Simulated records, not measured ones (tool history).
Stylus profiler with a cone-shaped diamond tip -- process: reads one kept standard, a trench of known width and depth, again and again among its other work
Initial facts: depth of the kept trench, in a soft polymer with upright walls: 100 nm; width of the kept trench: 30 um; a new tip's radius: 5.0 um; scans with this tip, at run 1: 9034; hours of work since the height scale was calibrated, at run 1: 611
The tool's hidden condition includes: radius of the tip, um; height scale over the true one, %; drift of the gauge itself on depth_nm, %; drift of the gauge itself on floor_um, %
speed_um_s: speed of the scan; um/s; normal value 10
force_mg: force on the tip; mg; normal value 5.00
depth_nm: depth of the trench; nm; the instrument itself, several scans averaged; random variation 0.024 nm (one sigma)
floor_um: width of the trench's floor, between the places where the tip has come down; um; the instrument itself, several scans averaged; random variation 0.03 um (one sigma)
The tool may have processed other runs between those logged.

| run | hour | speed_um_s | force_mg | scans with this tip | hours of work since the height scale was calibrated | depth_nm | floor_um |
|---|---|---|---|---|---|---|---|
| 1 | 0.0 | 10 | 5.00 | 9034 | 611 | 102.71 | 27.38 |
| 2 | 10.2 | 10 | 5.00 | 9143 | 619 | 102.75 | 27.39 |
| 3 | 20.6 | 10 | 3.59 | 9255 | 626 | 102.23 | 27.34 |
| 4 | 41.7 | 8 | 3.59 | 9483 | 642 | 102.23 | 27.36 |
| 5 | 52.2 | 7 | 3.59 | 9596 | 649 | 102.26 | 27.36 |
| 6 | 74.7 | 7 | 3.59 | 9837 | 666 | 102.26 | 27.34 |
| 7 | 86.0 | 7 | 3.59 | 9959 | 674 | 102.23 | 27.36 |
| 8 | 105.1 | 10 | 7.52 | 10165 | 688 | 103.48 | 27.37 |
| 9 | 122.2 | 10 | 7.52 | 10348 | 700 | 103.56 | 27.27 |
|  | 135.5 | new tip fitted, height scale calibrated |
| 10 | 135.5 | 10 | 5.00 | 0 | 0 | 102.46 | 27.97 |
| 11 | 145.8 | 10 | 5.00 | 111 | 8 | 102.41 | 27.91 |
| 12 | 157.6 | 10 | 5.00 | 238 | 16 | 102.52 | 27.94 |
| 13 | 170.7 | 10 | 6.67 | 379 | 26 | 103.01 | 27.94 |
| 14 | 189.7 | 10 | 5.00 | 583 | 39 | 102.44 | 27.94 |
| 15 | 203.5 | 10 | 5.00 | 731 | 49 | 102.49 | 27.92 |
| 16 | 223.2 | 6 | 5.00 | 944 | 64 | 102.47 | 27.84 |
| 17 | 242.1 | 6 | 3.17 | 1146 | 78 | 101.85 | 27.91 |
| 18 | 255.4 | 6 | 3.17 | 1290 | 87 | 101.86 | 27.88 |
| 19 | 269.1 | 6 | 3.17 | 1437 | 97 | 101.89 | 27.85 |
| 20 | 283.8 | 6 | 3.17 | 1595 | 108 | 101.88 | 27.86 |
| 21 | 302.3 | 7 | 5.00 | 1794 | 121 | 102.50 | 27.81 |
| 22 | 322.5 | 10 | 4.43 | 2012 | 136 | 102.32 | 27.82 |
|  | 324.9 | height scale calibrated on a step standard |
| 23 | 344.9 | 10 | 5.00 | 2247 | 15 | 102.55 | 27.84 |
| 24 | 355.1 | 10 | 5.00 | 2357 | 22 | 102.57 | 27.74 |
| 25 | 369.1 | 7 | 1.91 | 2507 | 32 | 101.44 | 27.79 |
| 26 | 390.9 | 16 | 5.00 | 2742 | 48 | 102.61 | 27.75 |
| 27 | 402.5 | 4 | 3.06 | 2866 | 56 | 101.98 | 27.81 |
|  | 417.1 | height scale calibrated on a step standard, once more |
| 28 | 422.9 | 13 | 7.95 | 3081 | 4 | 103.31 | 27.69 |
| 29 | 444.6 | 13 | 7.95 | 3314 | 20 | 103.36 | 27.68 |
| 30 | 459.6 | 13 | 7.95 | 3475 | 31 | 103.33 | 27.67 |
| 31 | 475.5 | 19 | 8.08 | 3646 | 42 | 103.36 | 27.71 |
| 32 | 490.5 | 5 | 6.28 | 3808 | 53 | 102.87 | 27.67 |
| 33 | 506.5 | 9 | 8.69 | 3980 | 65 | 103.53 | 27.70 |
| 34 | 520.2 | 9 | 8.69 | 4127 | 75 | 103.56 | 27.65 |
| 35 | 535.7 | 6 | 5.41 | 4294 | 86 | 102.58 | 27.67 |
| 36 | 554.6 | 19 | 2.70 | 4497 | 100 | 101.70 | 27.57 |
| 37 | 573.6 | 3 | 1.86 | 4702 | 114 | 101.29 | 27.68 |
| 38 | 588.9 | 6 | 1.85 | 4866 | 125 | 101.33 | 27.62 |
| 39 | 609.0 | 16 | 2.47 | 5082 | 140 | 101.58 | 27.57 |
| 40 | 623.6 | 5 | 5.00 | 5239 | 150 | 102.55 | 27.55 |
| 41 | 643.3 | 18 | 9.14 | 5452 | 165 | 103.73 | 27.57 |
| 42 | 659.6 | 28 | 10.66 | 5627 | 177 | 104.08 | 27.52 |
| 43 | 681.3 | 39 | 8.85 | 5860 | 192 | 103.64 | 27.47 |
| 44 | 696.8 | 39 | 8.85 | 6027 | 204 | 103.62 | 27.45 |
| 45 | 716.7 | 12 | 8.85 | 6242 | 218 | 103.62 | 27.52 |
| 46 | 735.1 | 12 | 8.85 | 6439 | 232 | 103.66 | 27.48 |
| 47 | 757.2 | 12 | 8.85 | 6677 | 248 | 103.64 | 27.46 |

3 options for the next run, each taken on its own from the tool as it stands now. Forecast them:
| A | 779.6 | 12 | 13.16 | 6918 | 264 | ? | ? |
| B | 779.6 | 2 | 2.00 | 6918 | 264 | ? | ? |
| C | 779.6 | 9 | 2.55 | 6918 | 264 | ? | ? |

| run | depth_nm | floor_um |
|---|---|---|
| A | 104.73 | 27.46 |
| B | 101.46 | 27.51 |
| C | 101.62 | 27.44 |
Take away the tool's hidden state, keep each run's random variation, and the runs would have read:
| run | depth_nm | floor_um |
|---|---|---|
| A | 104.59 | 27.97 |
| B | 101.32 | 28.02 |
| C | 101.48 | 27.95 |

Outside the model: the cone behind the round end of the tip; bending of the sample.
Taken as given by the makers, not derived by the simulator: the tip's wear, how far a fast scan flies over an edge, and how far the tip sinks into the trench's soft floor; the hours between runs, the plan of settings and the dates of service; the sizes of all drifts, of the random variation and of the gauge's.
